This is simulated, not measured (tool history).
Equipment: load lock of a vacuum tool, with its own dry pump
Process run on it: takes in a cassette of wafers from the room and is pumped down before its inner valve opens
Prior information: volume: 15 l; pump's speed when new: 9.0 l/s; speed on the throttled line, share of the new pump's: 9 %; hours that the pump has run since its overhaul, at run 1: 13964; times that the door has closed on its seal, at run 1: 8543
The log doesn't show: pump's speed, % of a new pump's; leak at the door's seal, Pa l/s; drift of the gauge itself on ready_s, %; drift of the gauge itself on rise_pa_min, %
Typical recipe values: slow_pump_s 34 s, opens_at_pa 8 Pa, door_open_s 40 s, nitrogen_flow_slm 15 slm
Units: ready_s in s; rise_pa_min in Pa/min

| run | hour | slow_pump_s | opens_at_pa | door_open_s | nitrogen_flow_slm | hours that the pump has run since its overhaul | times that the door has closed on its seal | incoming humidity of the room's air, % | ready_s | rise_pa_min |
|---|---|---|---|---|---|---|---|---|---|---|
| 1 | 0.0 | 34 | 8 | 40 | 15 | 13964 | 8543 | 45.5 | 48.0 | 0.042 |
| 2 | 163.5 | 34 | 8 | 32 | 15 | 14127 | 8869 | 42.2 | 48.0 | 0.037 |
| 3 | 250.4 | 34 | 8 | 40 | 15 | 14214 | 9042 | 45.7 | 48.0 | 0.036 |
| 4 | 350.7 | 34 | 8 | 40 | 15 | 14315 | 9242 | 44.8 | 48.4 | 0.041 |
| 5 | 502.3 | 34 | 8 | 112 | 15 | 14466 | 9544 | 46.5 | 48.4 | 0.054 |
| 6 | 682.5 | 34 | 8 | 112 | 15 | 14646 | 9902 | 46.9 | 48.2 | 0.058 |
| 7 | 824.3 | 34 | 8 | 40 | 15 | 14788 | 10185 | 47.2 | 48.3 | 0.046 |
| 8 | 915.9 | 44 | 8 | 40 | 15 | 14880 | 10367 | 44.5 | 56.7 | 0.043 |
| 9 | 1082.2 | 34 | 8 | 40 | 15 | 15046 | 10698 | 42.7 | 48.5 | 0.043 |
| 10 | 1267.4 | 27 | 8 | 40 | 15 | 15231 | 11067 | 43.0 | 42.1 | 0.048 |
| 11 | 1409.2 | 34 | 8 | 43 | 15 | 15373 | 11349 | 42.3 | 47.8 | 0.048 |
| 12 | 1524.9 | 34 | 8 | 75 | 15 | 15489 | 11580 | 43.8 | 47.7 | 0.049 |
| 13 | 1603.2 | 34 | 8 | 75 | 15 | 15567 | 11736 | 44.9 | 47.9 | 0.054 |
| 14 | 1687.7 | 38 | 16 | 70 | 15 | 15652 | 11904 | 45.8 | 50.6 | 0.056 |
| 15 | 1796.6 | 24 | 7 | 234 | 5 | 15760 | 12121 | 43.6 | 39.4 | 0.090 |
| 16 | 1975.0 | 24 | 7 | 234 | 16 | 15939 | 12476 | 43.7 | 39.9 | 0.067 |
| 17 | 2091.1 | 24 | 7 | 234 | 16 | 16055 | 12707 | 42.5 | 40.1 | 0.063 |
| 18 | 2219.1 | 24 | 7 | 234 | 16 | 16183 | 12962 | 41.4 | 39.9 | 0.063 |
| 19 | 2395.3 | 34 | 8 | 233 | 15 | 16359 | 13313 | 41.5 | 48.7 | 0.070 |
| 20 | 2555.1 | 34 | 8 | 233 | 15 | 16519 | 13631 | 45.0 | 48.1 | 0.065 |
| 21 | 2647.3 | 27 | 8 | 98 | 26 | 16611 | 13815 | 43.2 | 41.9 | 0.048 |
| 22 | 2801.4 | 34 | 7 | 40 | 16 | 16765 | 14122 | 46.0 | 48.5 | 0.045 |
| 23 | 2988.0 | 43 | 8 | 40 | 43 | 16952 | 14493 | 40.6 | 56.7 | 0.039 |
| 24 | 3097.6 | 43 | 8 | 40 | 43 | 17062 | 14711 | 47.1 | 56.9 | 0.039 |
| 25 | 3183.1 | 26 | 8 | 40 | 43 | 17147 | 14882 | 47.9 | 41.3 | 0.042 |

Here are 5 independent what-if runs from the current tool condition. What would each one return?
| A | 3340.6 | 26 | 8 | 32 | 25 | 17304 | 15195 | 43.4 | ? | ? |
| B | 3340.6 | 26 | 12 | 28 | 17 | 17304 | 15195 | 44.3 | ? | ? |
| C | 3340.6 | 41 | 14 | 40 | 9 | 17304 | 15195 | 43.8 | ? | ? |
| D | 3340.6 | 32 | 8 | 69 | 15 | 17304 | 15195 | 48.6 | ? | ? |
| E | 3340.6 | 22 | 8 | 40 | 9 | 17304 | 15195 | 46.4 | ? | ? |

| run | ready_s | rise_pa_min |
|---|---|---|
| A | 41.8 | 0.042 |
| B | 40.8 | 0.046 |
| C | 54.0 | 0.058 |
| D | 47.1 | 0.059 |
| E | 38.0 | 0.055 |
With no hidden state in the tool, these same runs would have given:
| run | ready_s | rise_pa_min |
|---|---|---|
| A | 40.1 | 0.023 |
| B | 39.2 | 0.026 |
| C | 52.6 | 0.039 |
| D | 45.4 | 0.040 |
| E | 36.2 | 0.036 |

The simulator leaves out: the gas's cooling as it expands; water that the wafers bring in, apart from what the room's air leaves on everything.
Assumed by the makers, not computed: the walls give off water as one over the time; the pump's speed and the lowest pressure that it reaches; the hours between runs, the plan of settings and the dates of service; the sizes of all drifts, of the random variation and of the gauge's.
